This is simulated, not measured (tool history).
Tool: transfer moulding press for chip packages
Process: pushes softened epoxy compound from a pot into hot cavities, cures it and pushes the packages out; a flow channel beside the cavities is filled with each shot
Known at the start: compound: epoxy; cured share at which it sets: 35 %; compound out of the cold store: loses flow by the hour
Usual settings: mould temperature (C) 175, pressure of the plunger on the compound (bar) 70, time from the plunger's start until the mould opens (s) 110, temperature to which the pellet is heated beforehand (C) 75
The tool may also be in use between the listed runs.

run,hour,mould temperature (C),pressure of the plunger on the compound (bar),time from the plunger's start until the mould opens (s),temperature to which the pellet is heated beforehand (C),incoming compound's hours out of the cold store,length that the compound runs in the flow channel (mm),greatest force on the pins that push the packages out (N)
1,0,175,70,110,75,30.1,896,475
2,27.4,175,55.3,110,75,44.5,745,479
# hour 60.9: cavities cleaned with cleaning compound and waxed
3,64.1,175,55.3,110,75,48,734,345
# hour 88.1: mould's thermocouples calibrated
4,99.3,175,55.3,110,75,12.8,866,448
5,127.6,175,70,110,85,40.9,843,461
6,162.4,175,70,110,85,41.2,847,465
# hour 174.6: cavities cleaned with cleaning compound and waxed
7,179,175,70,110,85,45.4,825,339
8,197.2,175,70,110,85,16.4,952,413
9,211.8,175,70,110,85,32.2,874,421
10,239.9,175,70,110,85,44.5,825,459
11,269.6,175,70,110,75,37.9,851,495
# hour 285.7: cavities cleaned with cleaning compound and waxed
# hour 300.9: mould's thermocouples calibrated, once more
12,302.5,175,70,110,75,43.1,831,388
13,318.9,175,70,110,70,40.7,841,441
14,338.2,175,70,110,70,40.9,845,455
15,365.3,177,70,124,75,31.9,869,392
16,394.4,174,75.5,131,75,20.5,967,433
# hour 398.6: cavities cleaned with cleaning compound and waxed
17,430.7,168,82.5,119,73,10.1,1083,682
18,464.2,175,53.7,112,82,16.2,815,493
19,491.9,183,70,110,81,33.2,831,385

Run 20 comes next. What will it give?
# hour 511.2: cavities cleaned with cleaning compound and waxed
20,511.3,183,70,110,81,42.3,?,?

Run 20 gave length that the compound runs in the flow channel (mm) 803, greatest force on the pins that push the packages out (N) 260.
Without the tool's hidden state the same run would have given length that the compound runs in the flow channel (mm) 836, greatest force on the pins that push the packages out (N) 260.

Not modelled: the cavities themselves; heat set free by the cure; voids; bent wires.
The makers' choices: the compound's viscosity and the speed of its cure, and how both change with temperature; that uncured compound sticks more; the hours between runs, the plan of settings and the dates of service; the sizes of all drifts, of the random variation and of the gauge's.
